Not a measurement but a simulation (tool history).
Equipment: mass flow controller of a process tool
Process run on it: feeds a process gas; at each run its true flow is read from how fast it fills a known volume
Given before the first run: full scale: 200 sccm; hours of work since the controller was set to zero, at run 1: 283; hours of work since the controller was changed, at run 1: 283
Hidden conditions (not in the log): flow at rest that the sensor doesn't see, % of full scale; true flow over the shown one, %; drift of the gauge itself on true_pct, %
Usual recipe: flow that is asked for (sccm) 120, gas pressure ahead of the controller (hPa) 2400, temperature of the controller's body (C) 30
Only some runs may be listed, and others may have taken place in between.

| run | hour | flow that is asked for (sccm) | gas pressure ahead of the controller (hPa) | temperature of the controller's body (C) | hours of work since the controller was set to zero | hours of work since the controller was changed | true flow (%) |
|---|---|---|---|---|---|---|---|
| 1 | 0.0 | 120 | 2400 | 30 | 283 | 283 | 99.62 |
| 2 | 326.9 | 120 | 2400 | 30 | 451 | 451 | 99.69 |
| 3 | 513.4 | 120 | 2320 | 30 | 547 | 547 | 99.62 |
| 4 | 743.6 | 120 | 2400 | 21 | 665 | 665 | 98.77 |
| 5 | 961.9 | 120 | 2400 | 21 | 777 | 777 | 98.81 |
| 6 | 1307.3 | 24 | 2400 | 30 | 954 | 954 | 98.70 |
| 7 | 1659.2 | 24 | 2400 | 30 | 1134 | 1134 | 98.69 |
| 8 | 2002.9 | 24 | 2400 | 30 | 1311 | 1311 | 98.77 |
| 9 | 2339.2 | 120 | 2400 | 21 | 1483 | 1483 | 99.27 |
| 10 | 2705.9 | 120 | 2400 | 21 | 1671 | 1671 | 99.35 |
| 11 | 2931.0 | 120 | 2400 | 21 | 1787 | 1787 | 99.42 |
| 12 | 3315.0 | 120 | 2400 | 26 | 1983 | 1983 | 100.05 |
| 13 | 3589.5 | 120 | 2400 | 30 | 2124 | 2124 | 100.57 |
| 14 | 3842.2 | 59 | 2400 | 30 | 2254 | 2254 | 99.76 |
| 15 | 4103.0 | 59 | 2400 | 30 | 2388 | 2388 | 99.75 |
| 16 | 4331.0 | 59 | 2400 | 30 | 2505 | 2505 | 100.04 |
| 17 | 4577.6 | 120 | 2400 | 30 | 2631 | 2631 | 100.74 |
| 18 | 4748.1 | 120 | 2400 | 21 | 2718 | 2718 | 99.91 |
| 19 | 5094.3 | 120 | 2400 | 21 | 2896 | 2896 | 99.95 |
| 20 | 5310.9 | 120 | 2400 | 30 | 3007 | 3007 | 101.02 |
| 21 | 5512.1 | 120 | 2400 | 30 | 3110 | 3110 | 101.04 |
| 22 | 5873.9 | 120 | 2400 | 30 | 3296 | 3296 | 101.17 |
|  | 5972.9 | gauge calibrated |
| 23 | 6162.4 | 120 | 2400 | 30 | 3444 | 3444 | 99.66 |
| 24 | 6501.6 | 120 | 2400 | 30 | 3618 | 3618 | 99.72 |
| 25 | 6778.7 | 24 | 2110 | 25 | 3760 | 3760 | 97.74 |
| 26 | 7000.3 | 24 | 2110 | 25 | 3874 | 3874 | 97.72 |
| 27 | 7335.4 | 188 | 2400 | 34 | 4045 | 4045 | 101.31 |
| 28 | 7528.0 | 137 | 2400 | 30 | 4144 | 4144 | 100.08 |
| 29 | 7833.6 | 146 | 1660 | 24 | 4301 | 4301 | 99.50 |
| 30 | 8219.0 | 54 | 1860 | 24 | 4499 | 4499 | 98.30 |
| 31 | 8543.9 | 120 | 2400 | 36 | 4665 | 4665 | 101.00 |
| 32 | 8865.8 | 120 | 2400 | 36 | 4830 | 4830 | 101.11 |
|  | 8925.9 | controller's zero set anew |
| 33 | 9248.3 | 125 | 1760 | 22 | 165 | 5026 | 99.50 |
| 34 | 9463.2 | 125 | 1760 | 22 | 276 | 5136 | 99.41 |
| 35 | 9731.3 | 59 | 1930 | 30 | 413 | 5274 | 99.60 |
| 36 | 10031.6 | 114 | 2400 | 26 | 567 | 5428 | 100.15 |
| 37 | 10285.6 | 120 | 2000 | 21 | 697 | 5558 | 99.61 |
| 38 | 10616.8 | 120 | 2700 | 29 | 867 | 5728 | 100.90 |
| 39 | 11013.1 | 90 | 1530 | 29 | 1070 | 5931 | 100.15 |
| 40 | 11217.4 | 90 | 1530 | 29 | 1175 | 6036 | 100.15 |
| 41 | 11579.2 | 90 | 1530 | 29 | 1361 | 6222 | 100.30 |
| 42 | 11983.9 | 40 | 2790 | 28 | 1568 | 6429 | 100.07 |
| 43 | 12363.9 | 35 | 1830 | 30 | 1763 | 6624 | 99.89 |
| 44 | 12563.5 | 35 | 1830 | 30 | 1866 | 6726 | 99.88 |
| 45 | 12876.5 | 32 | 2320 | 25 | 2026 | 6887 | 99.62 |
| 46 | 13060.7 | 120 | 2330 | 21 | 2121 | 6981 | 100.48 |
|  | 13163.9 | gauge calibrated |
| 47 | 13292.9 | 27 | 1740 | 40 | 2240 | 7101 | 99.20 |

Below, some changes in true flow (%) between adjacent runs. For each, the amount present without the hidden state too (settings, incoming material, random variation) and the amount remaining for the hidden state with gauge scatter not shared by both compared results:
Run 22 -> 23: gauge calibrated. true flow (%) -1.51: hidden state -1.60, all else +0.09.
Run 24 -> 25: flow that is asked for (sccm) 120 -> 24, gas pressure ahead of the controller (hPa) 2400 -> 2110, temperature of the controller's body (C) 30 -> 25. true flow (%) -1.98: hidden state +0.04, all else -2.02.
Run 26 -> 27: flow that is asked for (sccm) 24 -> 188, gas pressure ahead of the controller (hPa) 2110 -> 2400, temperature of the controller's body (C) 25 -> 34. true flow (%) +3.59: hidden state +0.13, all else +3.46.
Run 30 -> 31: flow that is asked for (sccm) 54 -> 120, gas pressure ahead of the controller (hPa) 1860 -> 2400, temperature of the controller's body (C) 24 -> 36. true flow (%) +2.70: hidden state +0.12, all else +2.58.
Run 46 -> 47: flow that is asked for (sccm) 120 -> 27, gas pressure ahead of the controller (hPa) 2330 -> 1740, temperature of the controller's body (C) 21 -> 40, gauge calibrated. true flow (%) -1.28: hidden state -1.94, all else +0.66.
